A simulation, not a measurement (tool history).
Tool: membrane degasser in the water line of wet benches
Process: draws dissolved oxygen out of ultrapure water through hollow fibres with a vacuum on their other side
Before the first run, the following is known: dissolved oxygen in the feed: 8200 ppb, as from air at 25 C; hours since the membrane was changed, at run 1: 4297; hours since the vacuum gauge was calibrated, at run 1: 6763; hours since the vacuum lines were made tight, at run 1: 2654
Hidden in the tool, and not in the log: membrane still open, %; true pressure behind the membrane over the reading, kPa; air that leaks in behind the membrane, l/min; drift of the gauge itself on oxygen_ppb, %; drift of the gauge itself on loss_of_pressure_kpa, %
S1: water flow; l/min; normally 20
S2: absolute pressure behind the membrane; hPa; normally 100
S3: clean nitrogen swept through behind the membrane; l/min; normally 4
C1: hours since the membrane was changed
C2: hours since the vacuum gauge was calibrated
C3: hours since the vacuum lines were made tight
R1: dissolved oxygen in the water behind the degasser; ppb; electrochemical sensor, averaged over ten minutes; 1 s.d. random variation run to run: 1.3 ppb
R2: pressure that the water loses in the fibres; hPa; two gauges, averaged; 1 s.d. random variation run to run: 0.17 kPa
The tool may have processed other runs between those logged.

run	hour	S1	S2	S3	C1	C2	C3	R1	R2
1	0	20	100	4	4297	6763	2654	137.7	265.7
2	193.8	20	87	4	4491	6957	2848	123.3	264.1
3	372.2	20	87	4	4669	7136	3027	121.9	266.8
4	626.7	20	87	4	4924	7390	3281	122.1	265
5	805.4	20	87	4	5103	7569	3460	125.6	264.2
6	989.7	20	100	4	5287	7753	3644	138.5	264.5
# hour 1125.8: vacuum gauge calibrated
7	1287.9	20	100	4	5585	162	3942	140	268.4
8	1585.8	20	100	4	5882	460	4240	139.7	263.7
9	1761.9	20	100	4	6059	636	4416	141.1	266.4
10	2087	20	100	4	6384	961	4741	141.5	264.5
11	2287.2	20	100	4	6584	1161	4941	140.1	266.2
12	2513.7	20	100	4	6810	1388	5168	142.2	269.7
# hour 2735.2: vacuum gauge calibrated, once more
13	2803.5	20	100	4	7100	68	5457	140.5	270.4
14	3069.1	20	100	4	7365	334	5723	139.2	268.9
15	3263.1	20	100	4	7559	528	5916	139.6	266.8
16	3489.9	20	100	4	7786	755	6143	141.9	268.1
17	3656.2	20	100	4	7952	921	6310	138.9	272
18	3868.2	26	160	4	8164	1133	6522	283.5	350.9
# hour 3923.5: seals of the vacuum lines changed
19	4022	26	137	5.63	8316	1285	98	204.4	348.8
20	4201.5	12	127	4	8496	1464	278	90	159.6
21	4343.7	12	127	4	8638	1607	420	89.6	162.1
22	4670.3	14	127	3.16	8964	1933	747	134.4	189.1
23	5009.5	21	81	3.21	9304	2272	1086	141	280.6
24	5264.8	17	100	2.4	9559	2528	1341	158.2	226
25	5574	20	79	8.69	9868	2837	1650	87.2	271.9
26	5735.1	16	179	2.31	10029	2998	1812	279.1	217.8
27	5905.6	30	100	4	10200	3168	1982	235.7	406.7
28	6183.1	13	100	4	10477	3446	2260	81.6	176.4
29	6383.6	21	134	4	10678	3646	2460	194	284.4
30	6629.8	21	134	4	10924	3893	2706	192.8	283.3
31	6821.7	21	134	4	11116	4085	2898	194.4	284.7
32	7018.3	21	134	4	11312	4281	3095	193.9	289.5

Forecast each of these 3 alternatives for the next run:
A	7202.2	16	100	2.76	11496	4465	3279	?	?
B	7202.2	16	80	6.35	11496	4465	3279	?	?
C	7202.2	31	150	2.46	11496	4465	3279	?	?

run	R1	R2
A	135.8	217.4
B	70.5	217.1
C	453.3	423
Without the tool's unlogged condition, the same runs would have read:
run	R1	R2
A	125.2	208.4
B	61.2	208
C	429.5	405.4
